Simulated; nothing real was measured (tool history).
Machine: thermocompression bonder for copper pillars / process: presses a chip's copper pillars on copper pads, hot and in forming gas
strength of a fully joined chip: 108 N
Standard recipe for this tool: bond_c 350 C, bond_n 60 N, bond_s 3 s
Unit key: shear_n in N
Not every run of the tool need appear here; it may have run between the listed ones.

{"run": 1, "day": 0.0, "bond_c": 350, "bond_n": 60, "bond_s": 3, "shear_n": 37.7}
{"run": 2, "day": 0.725, "bond_c": 350, "bond_n": 60, "bond_s": 3, "shear_n": 37.4}
{"run": 3, "day": 1.412, "bond_c": 350, "bond_n": 60, "bond_s": 3, "shear_n": 38.6}
{"run": 4, "day": 2.367, "bond_c": 366, "bond_n": 60, "bond_s": 3, "shear_n": 42.8}
{"run": 5, "day": 3.104, "bond_c": 350, "bond_n": 60, "bond_s": 3, "shear_n": 36.8}
{"run": 6, "day": 4.308, "bond_c": 350, "bond_n": 60, "bond_s": 3, "shear_n": 37.5}
{"run": 7, "day": 5.288, "bond_c": 350, "bond_n": 60, "bond_s": 3, "shear_n": 37.1}
{"run": 8, "day": 5.942, "bond_c": 369, "bond_n": 60, "bond_s": 3, "shear_n": 44.4}
{"run": 9, "day": 7.362, "bond_c": 350, "bond_n": 60, "bond_s": 3, "shear_n": 37.7}
{"run": 10, "day": 8.308, "bond_c": 350, "bond_n": 60, "bond_s": 3, "shear_n": 37.5}
{"run": 11, "day": 9.054, "bond_c": 369, "bond_n": 68, "bond_s": 4, "shear_n": 54.2}
{"run": 12, "day": 10.488, "bond_c": 350, "bond_n": 60, "bond_s": 8, "shear_n": 54.7}
{"day": 10.838, "done": "heater calibrated with a thermocouple chip"}
{"run": 13, "day": 12.021, "bond_c": 350, "bond_n": 41, "bond_s": 2, "shear_n": 23.4}
{"run": 14, "day": 12.671, "bond_c": 323, "bond_n": 43, "bond_s": 4, "shear_n": 24.9}
{"run": 15, "day": 13.9, "bond_c": 345, "bond_n": 80, "bond_s": 5, "shear_n": 55.3}
{"run": 16, "day": 15.15, "bond_c": 351, "bond_n": 80, "bond_s": 5, "shear_n": 57.2}
{"run": 17, "day": 15.825, "bond_c": 347, "bond_n": 39, "bond_s": 2, "shear_n": 20.9}
{"run": 18, "day": 17.075, "bond_c": 331, "bond_n": 72, "bond_s": 2, "shear_n": 31.3}
{"run": 19, "day": 18.496, "bond_c": 350, "bond_n": 85, "bond_s": 4, "shear_n": 54.4}

Predict each of these 4 candidate next runs independently; none follows another, all start after run 19:
{"run": "A", "day": 19.867, "bond_c": 347, "bond_n": 60, "bond_s": 2, "shear_n": "?"}
{"run": "B", "day": 19.867, "bond_c": 339, "bond_n": 60, "bond_s": 4, "shear_n": "?"}
{"run": "C", "day": 19.867, "bond_c": 326, "bond_n": 43, "bond_s": 2, "shear_n": "?"}
{"run": "D", "day": 19.867, "bond_c": 366, "bond_n": 41, "bond_s": 6, "shear_n": "?"}

run=A shear_n=31.1
run=B shear_n=38.1
run=C shear_n=18.7
run=D shear_n=43.0
Stripped of hidden state, with their random variation kept, the same runs would have yielded:
run=A shear_n=31.1
run=B shear_n=38.2
run=C shear_n=18.7
run=D shear_n=43.1
